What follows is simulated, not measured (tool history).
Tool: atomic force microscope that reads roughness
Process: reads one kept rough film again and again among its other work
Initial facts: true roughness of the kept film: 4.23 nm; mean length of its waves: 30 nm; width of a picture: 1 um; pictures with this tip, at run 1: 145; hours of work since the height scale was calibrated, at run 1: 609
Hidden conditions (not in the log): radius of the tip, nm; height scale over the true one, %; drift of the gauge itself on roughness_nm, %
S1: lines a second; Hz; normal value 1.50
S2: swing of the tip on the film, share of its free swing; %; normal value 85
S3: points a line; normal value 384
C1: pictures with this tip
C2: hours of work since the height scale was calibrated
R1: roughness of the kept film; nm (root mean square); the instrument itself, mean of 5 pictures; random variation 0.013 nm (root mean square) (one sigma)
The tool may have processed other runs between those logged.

run 1 hour=0.0 | S1=1.50 S2=85 S3=384 | C1=145 C2=609 | R1=2.612
run 2 hour=13.2 | S1=1.50 S2=85 S3=384 | C1=163 C2=617 | R1=2.555
-- hour=19.8 new tip fitted
run 3 hour=28.0 | S1=1.50 S2=85 S3=384 | C1=11 C2=626 | R1=2.922
run 4 hour=47.4 | S1=1.50 S2=64 S3=384 | C1=36 C2=639 | R1=3.201
run 5 hour=59.6 | S1=1.50 S2=63 S3=384 | C1=52 C2=647 | R1=3.159
run 6 hour=73.9 | S1=1.50 S2=63 S3=384 | C1=71 C2=656 | R1=3.091
run 7 hour=91.7 | S1=0.86 S2=85 S3=384 | C1=95 C2=668 | R1=2.870
run 8 hour=112.6 | S1=0.86 S2=85 S3=384 | C1=123 C2=681 | R1=2.801
run 9 hour=133.0 | S1=1.50 S2=85 S3=384 | C1=150 C2=694 | R1=2.566
-- hour=148.3 new tip fitted
run 10 hour=149.7 | S1=1.50 S2=85 S3=384 | C1=2 C2=705 | R1=3.001
run 11 hour=168.6 | S1=1.50 S2=61 S3=841 | C1=27 C2=717 | R1=3.280
run 12 hour=191.8 | S1=1.50 S2=61 S3=841 | C1=58 C2=732 | R1=3.186
run 13 hour=211.1 | S1=1.50 S2=61 S3=841 | C1=84 C2=744 | R1=3.114
run 14 hour=231.2 | S1=0.57 S2=61 S3=1007 | C1=110 C2=757 | R1=3.122
run 15 hour=240.9 | S1=3.29 S2=75 S3=559 | C1=123 C2=764 | R1=2.528
run 16 hour=252.4 | S1=2.02 S2=60 S3=1021 | C1=138 C2=771 | R1=2.924
run 17 hour=265.4 | S1=2.02 S2=60 S3=1021 | C1=155 C2=779 | R1=2.848
-- hour=277.1 new tip fitted
run 18 hour=278.1 | S1=2.02 S2=60 S3=1021 | C1=2 C2=787 | R1=3.271
run 19 hour=294.0 | S1=2.02 S2=60 S3=1021 | C1=23 C2=798 | R1=3.251
run 20 hour=308.6 | S1=0.62 S2=60 S3=519 | C1=42 C2=807 | R1=3.304

Hidden condition of the tool, last listed run before each entry between runs versus first listed run after:
Logged between run 2 and run 3: new tip fitted (hour 19.8)
  radius of the tip, nm: 20.8 -> 11.6
  the result without the hidden state subtracted from the measured one, R1: -0.444 -> -0.084 nm (root mean square)
Logged between run 9 and run 10: new tip fitted (hour 148.3)
  radius of the tip, nm: 20.8 -> 10.3; height scale over the true one, %: -0.41 -> -0.42
  the result without the hidden state subtracted from the measured one, R1: -0.444 -> -0.028 nm (root mean square)
Logged between run 17 and run 18: new tip fitted (hour 277.1)
  radius of the tip, nm: 20.8 -> 11
  the result without the hidden state subtracted from the measured one, R1: -0.494 -> -0.066 nm (root mean square)
